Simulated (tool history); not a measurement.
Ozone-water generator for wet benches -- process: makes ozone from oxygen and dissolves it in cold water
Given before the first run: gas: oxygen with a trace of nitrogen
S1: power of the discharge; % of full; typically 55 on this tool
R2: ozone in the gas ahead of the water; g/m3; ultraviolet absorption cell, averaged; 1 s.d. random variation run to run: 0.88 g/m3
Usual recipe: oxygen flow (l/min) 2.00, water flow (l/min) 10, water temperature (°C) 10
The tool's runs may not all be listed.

run 1 day=0.000 | S1=55 oxygen_flow_(l/min)=2.00 water_flow_(l/min)=10 water_temperature_(°C)=10 | dissolved_ozone_(ppm)=14.4 R2=136.4
run 2 day=1.542 | S1=55 oxygen_flow_(l/min)=2.00 water_flow_(l/min)=10 water_temperature_(°C)=10 | dissolved_ozone_(ppm)=14.0 R2=134.9
run 3 day=2.479 | S1=55 oxygen_flow_(l/min)=2.00 water_flow_(l/min)=10 water_temperature_(°C)=10 | dissolved_ozone_(ppm)=14.1 R2=137.0
run 4 day=3.775 | S1=55 oxygen_flow_(l/min)=2.00 water_flow_(l/min)=10 water_temperature_(°C)=10 | dissolved_ozone_(ppm)=14.5 R2=136.1
run 5 day=5.221 | S1=55 oxygen_flow_(l/min)=2.00 water_flow_(l/min)=10 water_temperature_(°C)=10 | dissolved_ozone_(ppm)=14.2 R2=134.7
run 6 day=6.417 | S1=94 oxygen_flow_(l/min)=2.00 water_flow_(l/min)=10 water_temperature_(°C)=10 | dissolved_ozone_(ppm)=22.3 R2=214.7
run 7 day=8.208 | S1=55 oxygen_flow_(l/min)=2.00 water_flow_(l/min)=10 water_temperature_(°C)=8 | dissolved_ozone_(ppm)=14.3 R2=136.1
run 8 day=9.633 | S1=92 oxygen_flow_(l/min)=2.00 water_flow_(l/min)=10 water_temperature_(°C)=10 | dissolved_ozone_(ppm)=21.8 R2=209.0
run 9 day=11.300 | S1=92 oxygen_flow_(l/min)=2.00 water_flow_(l/min)=10 water_temperature_(°C)=10 | dissolved_ozone_(ppm)=21.7 R2=207.3
run 10 day=12.525 | S1=92 oxygen_flow_(l/min)=2.00 water_flow_(l/min)=10 water_temperature_(°C)=10 | dissolved_ozone_(ppm)=21.7 R2=208.1
run 11 day=13.583 | S1=92 oxygen_flow_(l/min)=2.00 water_flow_(l/min)=10 water_temperature_(°C)=10 | dissolved_ozone_(ppm)=21.5 R2=207.1
run 12 day=15.458 | S1=55 oxygen_flow_(l/min)=1.82 water_flow_(l/min)=10 water_temperature_(°C)=10 | dissolved_ozone_(ppm)=13.6 R2=139.5
run 13 day=17.167 | S1=55 oxygen_flow_(l/min)=1.82 water_flow_(l/min)=10 water_temperature_(°C)=10 | dissolved_ozone_(ppm)=13.3 R2=140.6
run 14 day=19.204 | S1=56 oxygen_flow_(l/min)=2.00 water_flow_(l/min)=10 water_temperature_(°C)=10 | dissolved_ozone_(ppm)=14.1 R2=135.4
run 15 day=20.383 | S1=55 oxygen_flow_(l/min)=2.00 water_flow_(l/min)=10 water_temperature_(°C)=10 | dissolved_ozone_(ppm)=13.9 R2=132.8
run 16 day=21.758 | S1=55 oxygen_flow_(l/min)=2.00 water_flow_(l/min)=10 water_temperature_(°C)=10 | dissolved_ozone_(ppm)=13.8 R2=134.1
run 17 day=22.821 | S1=55 oxygen_flow_(l/min)=2.00 water_flow_(l/min)=10 water_temperature_(°C)=16 | dissolved_ozone_(ppm)=13.0 R2=133.0
run 18 day=23.704 | S1=55 oxygen_flow_(l/min)=2.00 water_flow_(l/min)=10 water_temperature_(°C)=16 | dissolved_ozone_(ppm)=12.9 R2=134.1
run 19 day=25.575 | S1=87 oxygen_flow_(l/min)=1.85 water_flow_(l/min)=12 water_temperature_(°C)=11 | dissolved_ozone_(ppm)=16.7 R2=201.7
run 20 day=27.171 | S1=50 oxygen_flow_(l/min)=3.07 water_flow_(l/min)=12 water_temperature_(°C)=5 | dissolved_ozone_(ppm)=12.9 R2=104.2
run 21 day=29.096 | S1=96 oxygen_flow_(l/min)=1.13 water_flow_(l/min)=9 water_temperature_(°C)=16 | dissolved_ozone_(ppm)=18.4 R2=264.4
-- day=29.425 contactor cleaned
run 22 day=30.496 | S1=87 oxygen_flow_(l/min)=1.93 water_flow_(l/min)=13 water_temperature_(°C)=5 | dissolved_ozone_(ppm)=15.9 R2=198.8
run 23 day=31.917 | S1=87 oxygen_flow_(l/min)=1.93 water_flow_(l/min)=13 water_temperature_(°C)=5 | dissolved_ozone_(ppm)=15.9 R2=196.7
run 24 day=32.812 | S1=87 oxygen_flow_(l/min)=1.93 water_flow_(l/min)=13 water_temperature_(°C)=5 | dissolved_ozone_(ppm)=16.3 R2=198.4
run 25 day=34.258 | S1=87 oxygen_flow_(l/min)=1.93 water_flow_(l/min)=13 water_temperature_(°C)=5 | dissolved_ozone_(ppm)=15.9 R2=197.4
run 26 day=35.450 | S1=87 oxygen_flow_(l/min)=1.93 water_flow_(l/min)=13 water_temperature_(°C)=5 | dissolved_ozone_(ppm)=15.9 R2=194.8
run 27 day=36.558 | S1=49 oxygen_flow_(l/min)=3.40 water_flow_(l/min)=8 water_temperature_(°C)=5 | dissolved_ozone_(ppm)=17.2 R2=97.6
run 28 day=37.608 | S1=49 oxygen_flow_(l/min)=3.40 water_flow_(l/min)=8 water_temperature_(°C)=5 | dissolved_ozone_(ppm)=17.1 R2=97.3
run 29 day=38.725 | S1=55 oxygen_flow_(l/min)=2.00 water_flow_(l/min)=10 water_temperature_(°C)=10 | dissolved_ozone_(ppm)=13.2 R2=131.3
-- day=39.175 contactor cleaned, once more
run 30 day=40.321 | S1=55 oxygen_flow_(l/min)=2.00 water_flow_(l/min)=10 water_temperature_(°C)=10 | dissolved_ozone_(ppm)=14.4 R2=132.2
run 31 day=41.596 | S1=55 oxygen_flow_(l/min)=2.00 water_flow_(l/min)=10 water_temperature_(°C)=10 | dissolved_ozone_(ppm)=14.5 R2=130.3
run 32 day=42.575 | S1=55 oxygen_flow_(l/min)=2.00 water_flow_(l/min)=10 water_temperature_(°C)=10 | dissolved_ozone_(ppm)=14.5 R2=130.5
run 33 day=44.621 | S1=55 oxygen_flow_(l/min)=3.43 water_flow_(l/min)=6 water_temperature_(°C)=10 | dissolved_ozone_(ppm)=22.2 R2=106.9

Each row is a separate what-if for the run after 33, all from the same tool condition, not one after another. Results?
run A day=45.533 | S1=55 oxygen_flow_(l/min)=3.43 water_flow_(l/min)=7 water_temperature_(°C)=10 | dissolved_ozone_(ppm)=? R2=?
run B day=45.533 | S1=45 oxygen_flow_(l/min)=3.49 water_flow_(l/min)=10 water_temperature_(°C)=10 | dissolved_ozone_(ppm)=? R2=?
run C day=45.533 | S1=55 oxygen_flow_(l/min)=1.03 water_flow_(l/min)=6 water_temperature_(°C)=10 | dissolved_ozone_(ppm)=? R2=?
run D day=45.533 | S1=42 oxygen_flow_(l/min)=1.75 water_flow_(l/min)=8 water_temperature_(°C)=10 | dissolved_ozone_(ppm)=? R2=?

run=A dissolved_ozone_(ppm)=20.3 R2=105.8
run=B dissolved_ozone_(ppm)=13.7 R2=89.8
run=C dissolved_ozone_(ppm)=17.5 R2=166.9
run=D dissolved_ozone_(ppm)=13.2 R2=111.4
The same runs, with their run-to-run variation unchanged, on a tool lacking any hidden condition would have given:
run=A dissolved_ozone_(ppm)=22.5 R2=117.0
run=B dissolved_ozone_(ppm)=14.9 R2=97.1
run=C dissolved_ozone_(ppm)=19.4 R2=184.6
run=D dissolved_ozone_(ppm)=14.2 R2=119.5
